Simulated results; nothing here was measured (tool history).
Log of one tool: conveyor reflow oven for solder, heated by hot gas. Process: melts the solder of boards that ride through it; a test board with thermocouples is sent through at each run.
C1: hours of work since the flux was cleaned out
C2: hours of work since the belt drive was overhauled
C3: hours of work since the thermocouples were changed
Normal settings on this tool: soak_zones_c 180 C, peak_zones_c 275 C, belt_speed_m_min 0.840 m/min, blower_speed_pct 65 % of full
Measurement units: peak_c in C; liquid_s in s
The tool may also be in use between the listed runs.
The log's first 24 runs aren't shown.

{"run": 25, "hour": 354.0, "soak_zones_c": 180, "peak_zones_c": 288, "belt_speed_m_min": 0.84, "blower_speed_pct": 65, "C1": 69, "C2": 331, "C3": 374, "peak_c": 272.1, "liquid_s": 52.7}
{"run": 26, "hour": 365.5, "soak_zones_c": 180, "peak_zones_c": 285, "belt_speed_m_min": 0.931, "blower_speed_pct": 83, "C1": 76, "C2": 337, "C3": 380, "peak_c": 270.5, "liquid_s": 47.3}
{"run": 27, "hour": 384.2, "soak_zones_c": 180, "peak_zones_c": 275, "belt_speed_m_min": 0.84, "blower_speed_pct": 67, "C1": 86, "C2": 347, "C3": 391, "peak_c": 261.4, "liquid_s": 49.1}
{"run": 28, "hour": 393.7, "soak_zones_c": 180, "peak_zones_c": 275, "belt_speed_m_min": 0.995, "blower_speed_pct": 55, "C1": 91, "C2": 353, "C3": 396, "peak_c": 252.2, "liquid_s": 36.2}
{"run": 29, "hour": 411.8, "soak_zones_c": 176, "peak_zones_c": 275, "belt_speed_m_min": 0.723, "blower_speed_pct": 78, "C1": 101, "C2": 363, "C3": 406, "peak_c": 267.1, "liquid_s": 58.8}
{"run": 30, "hour": 425.3, "soak_zones_c": 171, "peak_zones_c": 275, "belt_speed_m_min": 0.84, "blower_speed_pct": 53, "C1": 109, "C2": 370, "C3": 413, "peak_c": 256.1, "liquid_s": 43.4}
{"run": 31, "hour": 435.5, "soak_zones_c": 165, "peak_zones_c": 275, "belt_speed_m_min": 0.84, "blower_speed_pct": 53, "C1": 114, "C2": 376, "C3": 419, "peak_c": 255.0, "liquid_s": 42.0}
{"run": 32, "hour": 444.0, "soak_zones_c": 180, "peak_zones_c": 275, "belt_speed_m_min": 0.938, "blower_speed_pct": 79, "C1": 119, "C2": 381, "C3": 424, "peak_c": 260.4, "liquid_s": 43.0}

Forecast each of these 3 alternatives for the next run:
{"run": "A", "hour": 460.8, "soak_zones_c": 180, "peak_zones_c": 281, "belt_speed_m_min": 0.938, "blower_speed_pct": 59, "C1": 128, "C2": 390, "C3": 433, "peak_c": "?", "liquid_s": "?"}
{"run": "B", "hour": 460.8, "soak_zones_c": 165, "peak_zones_c": 280, "belt_speed_m_min": 0.938, "blower_speed_pct": 67, "C1": 128, "C2": 390, "C3": 433, "peak_c": "?", "liquid_s": "?"}
{"run": "C", "hour": 460.8, "soak_zones_c": 173, "peak_zones_c": 274, "belt_speed_m_min": 0.84, "blower_speed_pct": 77, "C1": 128, "C2": 390, "C3": 433, "peak_c": "?", "liquid_s": "?"}

run=A peak_c=260.5 liquid_s=42.9
run=B peak_c=259.3 liquid_s=38.8
run=C peak_c=261.2 liquid_s=47.3
Had the tool no hidden state, the same runs would have come out as:
run=A peak_c=260.8 liquid_s=42.8
run=B peak_c=259.7 liquid_s=38.9
run=C peak_c=261.4 liquid_s=47.2

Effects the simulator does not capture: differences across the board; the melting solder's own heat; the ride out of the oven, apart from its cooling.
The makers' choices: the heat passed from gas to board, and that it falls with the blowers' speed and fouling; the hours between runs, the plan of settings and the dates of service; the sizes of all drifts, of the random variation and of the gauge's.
